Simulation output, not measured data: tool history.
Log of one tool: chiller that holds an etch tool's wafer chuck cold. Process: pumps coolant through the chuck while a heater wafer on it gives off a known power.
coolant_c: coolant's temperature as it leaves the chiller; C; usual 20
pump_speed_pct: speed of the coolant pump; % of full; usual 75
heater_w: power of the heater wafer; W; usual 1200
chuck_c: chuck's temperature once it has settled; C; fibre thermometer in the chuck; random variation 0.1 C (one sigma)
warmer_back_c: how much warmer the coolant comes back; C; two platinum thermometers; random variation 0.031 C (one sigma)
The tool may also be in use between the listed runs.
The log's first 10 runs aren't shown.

run,day,coolant_c,pump_speed_pct,heater_w,chuck_c,warmer_back_c
11,34.779,15,75,1200,24.1,3.20
12,37.296,20,75,1156,28.6,3.11
13,40.371,20,75,1156,28.7,3.13
14,42.779,20,75,1156,28.6,3.09
15,47.229,20,95,1156,27.7,2.45
16,50.062,22,75,1200,31.1,3.21
17,52.817,20,83,1137,28.1,2.77
18,55.662,20,75,1232,29.4,3.28
19,60.162,20,77,640,25.0,1.69
20,64.529,14,95,1057,20.9,2.29
21,67.108,13,71,1504,24.9,4.34
22,70.950,13,71,1504,24.9,4.35
23,73.429,13,95,967,19.3,2.06
24,77.975,13,95,967,19.4,2.07
25,81.812,13,95,967,19.5,2.06
26,86.350,10,88,1200,18.4,2.74

Forecast run 27:
27,90.546,20,76,1200,?,?

chuck_c: 29.2 C
warmer_back_c: 3.24 C
Without the tool's hidden state the same run would have given chuck_c 28.2 C, warmer_back_c 2.97 C.

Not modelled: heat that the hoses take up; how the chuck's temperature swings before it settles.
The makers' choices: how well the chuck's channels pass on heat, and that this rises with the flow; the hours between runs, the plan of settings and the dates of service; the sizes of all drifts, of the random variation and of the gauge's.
